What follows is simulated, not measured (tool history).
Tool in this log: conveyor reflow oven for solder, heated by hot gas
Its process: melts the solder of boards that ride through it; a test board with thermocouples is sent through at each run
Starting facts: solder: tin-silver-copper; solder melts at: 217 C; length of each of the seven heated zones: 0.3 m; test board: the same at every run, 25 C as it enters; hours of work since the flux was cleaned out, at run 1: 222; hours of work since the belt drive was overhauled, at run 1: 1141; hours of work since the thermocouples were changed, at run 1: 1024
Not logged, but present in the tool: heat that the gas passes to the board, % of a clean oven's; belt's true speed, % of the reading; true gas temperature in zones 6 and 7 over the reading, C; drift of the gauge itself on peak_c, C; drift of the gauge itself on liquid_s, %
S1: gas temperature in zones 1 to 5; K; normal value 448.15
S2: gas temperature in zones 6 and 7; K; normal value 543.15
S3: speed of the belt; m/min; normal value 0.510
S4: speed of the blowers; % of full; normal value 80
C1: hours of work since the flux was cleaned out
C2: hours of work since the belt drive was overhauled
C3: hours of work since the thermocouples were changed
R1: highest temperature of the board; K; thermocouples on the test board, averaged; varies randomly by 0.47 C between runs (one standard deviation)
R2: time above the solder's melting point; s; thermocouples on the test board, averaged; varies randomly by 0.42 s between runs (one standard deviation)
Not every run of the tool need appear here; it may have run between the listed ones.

run     day      S1      S2     S3  S4   C1    C2    C3      R1    R2
  1   0.000  448.15  543.15  0.510  80  222  1141  1024  522.85  53.4
  2   0.642  448.15  543.15  0.510  80  234  1153  1036  523.25  52.8
  3   1.621  448.15  543.15  0.510  80  252  1171  1054  523.05  53.3
      2.629  -- flux residue cleaned out of gas plates and filters
  4   3.117  448.15  543.15  0.510  80    9  1195  1078  522.55  53.0
  5   4.396  448.15  543.15  0.558  80   33  1219  1102  518.95  45.3
      6.029  -- flux residue cleaned out of gas plates and filters, once more
  6   6.071  448.15  543.15  0.558  80    1  1246  1129  521.45  46.8
  7   6.862  448.15  541.15  0.510  80   16  1261  1144  521.45  53.1
      8.171  -- belt drive overhauled, speed set with a stopwatch
  8   8.171  448.15  541.15  0.510  80   37     0  1165  520.65  50.3
  9   9.450  448.15  541.15  0.510  80   61    24  1189  521.85  49.6
 10  10.312  448.15  541.15  0.510  80   77    40  1205  520.85  49.8
 11  11.600  459.15  543.15  0.510  64  101    64  1229  521.25  53.4
 12  12.454  434.15  548.15  0.547  55  116    80  1245  513.45  33.9
 13  13.692  439.15  557.15  0.547  55  139   103  1268  522.15  42.7
 14  14.700  439.15  557.15  0.547  55  158   121  1287  522.45  42.6
 15  15.758  439.15  557.15  0.547  55  178   141  1306  520.45  42.6

How would selected steps in R1 from run to run divide? Give the signed amount a tool lacking its hidden state would still show from settings, what came in and random variation, and the signed amount left for the hidden state, including any gauge scatter that is not in both of the compared results.
Run 5 -> 6: flux residue cleaned out of gas plates and filters, once more. R1 +2.50 K: hidden state +2.40, all else +0.10.
Run 12 -> 13: S1 434.15 -> 439.15, S2 548.15 -> 557.15. R1 +8.70 K: hidden state -0.30, all else +9.00.
